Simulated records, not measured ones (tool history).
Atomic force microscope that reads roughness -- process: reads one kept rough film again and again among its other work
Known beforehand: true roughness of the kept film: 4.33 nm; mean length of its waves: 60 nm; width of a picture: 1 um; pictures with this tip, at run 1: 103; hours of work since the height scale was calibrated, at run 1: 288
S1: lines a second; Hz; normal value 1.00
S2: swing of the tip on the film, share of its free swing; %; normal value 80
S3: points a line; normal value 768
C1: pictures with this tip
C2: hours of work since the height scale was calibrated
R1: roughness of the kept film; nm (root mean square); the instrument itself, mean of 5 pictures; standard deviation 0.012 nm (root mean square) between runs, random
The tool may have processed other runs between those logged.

Run 1, day 0.000: usual settings; C1 103; C2 288. Result: R1 4.014 nm (root mean square).
Run 2, day 0.433: usual settings; C1 113; C2 294. Result: R1 3.990 nm (root mean square).
Run 3, day 0.854: usual settings; C1 122; C2 300. Result: R1 3.992 nm (root mean square).
Run 4, day 1.404: usual settings but S2 75 %; C1 135; C2 307. Result: R1 3.958 nm (root mean square).
Run 5, day 2.192: usual settings but S2 78 %; C1 152; C2 318. Result: R1 3.965 nm (root mean square).
Run 6, day 2.912: usual settings but S2 78 %; C1 168; C2 328. Result: R1 3.945 nm (root mean square).
Run 7, day 3.683: usual settings but S2 78 %; C1 185; C2 339. Result: R1 3.940 nm (root mean square).
Run 8, day 4.533: usual settings but S2 78 %; C1 204; C2 351. Result: R1 3.945 nm (root mean square).
Run 9, day 4.988: usual settings but S2 78 %; C1 215; C2 357. Result: R1 3.888 nm (root mean square).
At day 5.254: new tip fitted.
Run 10, day 5.821: usual settings but S2 78 %; C1 13; C2 369. Result: R1 4.129 nm (root mean square).
At day 5.917: height scale calibrated on a step standard.
Run 11, day 6.538: usual settings but S1 1.52 Hz, S2 88 %; C1 28; C2 9. Result: R1 3.931 nm (root mean square).
Run 12, day 7.154: usual settings but S1 1.52 Hz, S2 88 %; C1 41; C2 17. Result: R1 3.929 nm (root mean square).
Run 13, day 7.767: usual settings but S1 0.83 Hz, S2 72 %, S3 639; C1 55; C2 26. Result: R1 4.112 nm (root mean square).
Run 14, day 8.262: usual settings but S1 2.31 Hz, S2 72 %, S3 846; C1 66; C2 33. Result: R1 3.986 nm (root mean square).
Run 15, day 8.733: usual settings but S1 2.31 Hz, S2 72 %, S3 846; C1 77; C2 39. Result: R1 3.967 nm (root mean square).

A few steps of R1 between consecutive runs. Split each: what settings, incoming material and random variation would produce without the hidden state, and what is left over for the hidden state, along with gauge scatter present in only one of the two compared results (measured, and without hidden state):
Hidden state present: radius of the tip, nm; height scale over the true one, %; drift of the gauge itself on roughness_nm, %.
Run 9 -> 10: new tip fitted. R1 +0.241 nm (root mean square): hidden state +0.199, all else +0.042.

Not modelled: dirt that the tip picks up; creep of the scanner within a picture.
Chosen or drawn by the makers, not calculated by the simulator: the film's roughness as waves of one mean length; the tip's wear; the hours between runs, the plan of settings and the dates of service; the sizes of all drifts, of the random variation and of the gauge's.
